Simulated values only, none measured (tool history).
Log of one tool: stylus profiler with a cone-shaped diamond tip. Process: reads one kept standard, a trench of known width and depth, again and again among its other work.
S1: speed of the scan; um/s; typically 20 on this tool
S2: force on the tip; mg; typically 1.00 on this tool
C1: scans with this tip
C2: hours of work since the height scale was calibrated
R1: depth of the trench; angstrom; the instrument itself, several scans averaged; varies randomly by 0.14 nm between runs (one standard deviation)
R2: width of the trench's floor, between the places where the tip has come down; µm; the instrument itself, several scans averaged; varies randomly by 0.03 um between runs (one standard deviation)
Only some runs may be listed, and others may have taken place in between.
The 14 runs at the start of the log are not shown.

run,day,S1,S2,C1,C2,R1,R2
15,26.579,21,1.00,18885,1870,5056.5,16.42
# day 27.829: height scale calibrated on a step standard
16,28.400,21,1.00,19202,10,5073.6,16.35
17,30.562,20,2.21,19583,48,5098.0,16.42
18,32.621,20,1.00,19945,84,5076.9,16.39
19,34.904,12,0.92,20347,123,5076.5,16.44
# day 35.267: height scale calibrated on a step standard, once more
20,36.200,29,1.00,20572,16,5031.0,16.30
21,39.050,31,1.82,21074,66,5046.7,16.31
22,40.817,12,1.00,21385,97,5032.3,16.37
23,43.542,20,0.94,21865,144,5030.6,16.26
24,45.171,20,0.94,22152,173,5031.7,16.29
25,47.533,9,2.09,22568,214,5051.6,16.39
26,50.442,18,0.57,23081,265,5025.0,16.20
27,52.862,36,0.96,23507,307,5034.7,16.13
28,55.846,43,2.60,24032,359,5061.6,16.14
29,57.204,43,2.60,24271,383,5064.4,16.20
30,58.483,43,2.60,24497,405,5063.1,16.20
31,59.904,27,1.02,24747,430,5037.3,16.16
32,61.442,37,1.25,25018,456,5040.0,16.11
33,63.288,37,1.25,25343,489,5043.3,16.05
34,66.188,29,0.77,25854,539,5031.9,16.06
35,67.638,29,0.77,26109,565,5034.7,16.04
# day 69.354: new tip fitted, height scale calibrated
36,70.762,62,2.46,248,25,5056.9,17.11

Predict each of these 4 candidate next runs independently; none follows another, all start after run 36:
A,73.475,62,2.19,726,72,?,?
B,73.475,38,1.63,726,72,?,?
C,73.475,67,2.04,726,72,?,?
D,73.475,48,0.70,726,72,?,?

run,R1,R2
A,5052.4,17.07
B,5043.9,17.13
C,5052.1,17.05
D,5026.6,17.02
Without the tool's unlogged condition, the same runs would have read:
run,R1,R2
A,5050.8,17.06
B,5042.3,17.11
C,5050.4,17.03
D,5025.0,17.00

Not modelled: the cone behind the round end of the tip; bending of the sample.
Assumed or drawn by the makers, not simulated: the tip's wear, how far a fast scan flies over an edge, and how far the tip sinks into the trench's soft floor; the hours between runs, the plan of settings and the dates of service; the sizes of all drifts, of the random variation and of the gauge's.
